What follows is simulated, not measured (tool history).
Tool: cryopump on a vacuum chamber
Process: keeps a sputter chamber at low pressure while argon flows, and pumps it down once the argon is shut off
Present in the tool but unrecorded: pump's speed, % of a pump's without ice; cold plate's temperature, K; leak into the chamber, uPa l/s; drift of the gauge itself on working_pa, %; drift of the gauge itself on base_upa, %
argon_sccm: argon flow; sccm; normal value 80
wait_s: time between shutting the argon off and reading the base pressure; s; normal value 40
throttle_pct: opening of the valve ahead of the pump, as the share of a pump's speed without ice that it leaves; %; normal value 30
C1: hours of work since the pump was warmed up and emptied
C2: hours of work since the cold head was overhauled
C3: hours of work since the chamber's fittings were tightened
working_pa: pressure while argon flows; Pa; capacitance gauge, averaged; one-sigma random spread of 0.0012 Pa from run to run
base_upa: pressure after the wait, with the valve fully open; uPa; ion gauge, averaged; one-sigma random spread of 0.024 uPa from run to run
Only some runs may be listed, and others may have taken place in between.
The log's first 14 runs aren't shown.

{"run": 15, "day": 6.396, "argon_sccm": 80, "wait_s": 40, "throttle_pct": 30, "C1": 321, "C2": 321, "C3": 1067, "working_pa": 0.2956, "base_upa": 1.7}
{"run": 16, "day": 6.917, "argon_sccm": 80, "wait_s": 40, "throttle_pct": 30, "C1": 326, "C2": 326, "C3": 1073, "working_pa": 0.2964, "base_upa": 1.69}
{"run": 17, "day": 7.288, "argon_sccm": 80, "wait_s": 40, "throttle_pct": 26, "C1": 330, "C2": 330, "C3": 1077, "working_pa": 0.3431, "base_upa": 1.64}
{"run": 18, "day": 7.788, "argon_sccm": 46, "wait_s": 40, "throttle_pct": 28, "C1": 335, "C2": 335, "C3": 1082, "working_pa": 0.1805, "base_upa": 1.68}
{"run": 19, "day": 8.362, "argon_sccm": 160, "wait_s": 53, "throttle_pct": 19, "C1": 341, "C2": 341, "C3": 1088, "working_pa": 0.9283, "base_upa": 1.54}
{"run": 20, "day": 8.708, "argon_sccm": 80, "wait_s": 223, "throttle_pct": 16, "C1": 345, "C2": 345, "C3": 1091, "working_pa": 0.5537, "base_upa": 1.1}
{"run": 21, "day": 9.212, "argon_sccm": 80, "wait_s": 223, "throttle_pct": 16, "C1": 350, "C2": 350, "C3": 1097, "working_pa": 0.5509, "base_upa": 1.08}
{"run": 22, "day": 9.825, "argon_sccm": 80, "wait_s": 223, "throttle_pct": 16, "C1": 356, "C2": 356, "C3": 1103, "working_pa": 0.5536, "base_upa": 1.12}
{"run": 23, "day": 10.45, "argon_sccm": 107, "wait_s": 223, "throttle_pct": 26, "C1": 363, "C2": 363, "C3": 1110, "working_pa": 0.4567, "base_upa": 1.16}
{"run": 24, "day": 10.904, "argon_sccm": 107, "wait_s": 294, "throttle_pct": 20, "C1": 368, "C2": 368, "C3": 1114, "working_pa": 0.5919, "base_upa": 1.16}
{"run": 25, "day": 11.412, "argon_sccm": 58, "wait_s": 176, "throttle_pct": 20, "C1": 373, "C2": 373, "C3": 1120, "working_pa": 0.3214, "base_upa": 1.15}
{"run": 26, "day": 11.967, "argon_sccm": 146, "wait_s": 176, "throttle_pct": 28, "C1": 379, "C2": 379, "C3": 1125, "working_pa": 0.5803, "base_upa": 1.18}
{"run": 27, "day": 12.529, "argon_sccm": 146, "wait_s": 176, "throttle_pct": 28, "C1": 385, "C2": 385, "C3": 1131, "working_pa": 0.581, "base_upa": 1.21}
{"run": 28, "day": 12.858, "argon_sccm": 146, "wait_s": 176, "throttle_pct": 28, "C1": 388, "C2": 388, "C3": 1135, "working_pa": 0.5834, "base_upa": 1.22}
{"run": 29, "day": 13.142, "argon_sccm": 146, "wait_s": 176, "throttle_pct": 28, "C1": 391, "C2": 391, "C3": 1138, "working_pa": 0.579, "base_upa": 1.18}
{"run": 30, "day": 13.7, "argon_sccm": 146, "wait_s": 176, "throttle_pct": 28, "C1": 397, "C2": 397, "C3": 1143, "working_pa": 0.5813, "base_upa": 1.21}
{"run": 31, "day": 14.233, "argon_sccm": 146, "wait_s": 176, "throttle_pct": 28, "C1": 402, "C2": 402, "C3": 1149, "working_pa": 0.579, "base_upa": 1.23}
{"run": 32, "day": 14.496, "argon_sccm": 146, "wait_s": 176, "throttle_pct": 28, "C1": 405, "C2": 405, "C3": 1152, "working_pa": 0.5833, "base_upa": 1.18}
{"run": 33, "day": 14.833, "argon_sccm": 146, "wait_s": 176, "throttle_pct": 28, "C1": 409, "C2": 409, "C3": 1155, "working_pa": 0.5805, "base_upa": 1.22}

What if the next run were any one of these 4? Each begins from the tool's condition after run 33:
{"run": "A", "day": 15.108, "argon_sccm": 62, "wait_s": 116, "throttle_pct": 54, "C1": 412, "C2": 412, "C3": 1158, "working_pa": "?", "base_upa": "?"}
{"run": "B", "day": 15.108, "argon_sccm": 77, "wait_s": 22, "throttle_pct": 37, "C1": 412, "C2": 412, "C3": 1158, "working_pa": "?", "base_upa": "?"}
{"run": "C", "day": 15.108, "argon_sccm": 80, "wait_s": 164, "throttle_pct": 30, "C1": 412, "C2": 412, "C3": 1158, "working_pa": "?", "base_upa": "?"}
{"run": "D", "day": 15.108, "argon_sccm": 49, "wait_s": 243, "throttle_pct": 34, "C1": 412, "C2": 412, "C3": 1158, "working_pa": "?", "base_upa": "?"}

run=A working_pa=0.1302 base_upa=1.32
run=B working_pa=0.2328 base_upa=2.33
run=C working_pa=0.2975 base_upa=1.25
run=D working_pa=0.1615 base_upa=1.21
Had the tool no hidden state, the same runs would have come out as:
run=A working_pa=0.1254 base_upa=0.44
run=B working_pa=0.2269 base_upa=1.46
run=C working_pa=0.2913 base_upa=0.37
run=D working_pa=0.1577 base_upa=0.33
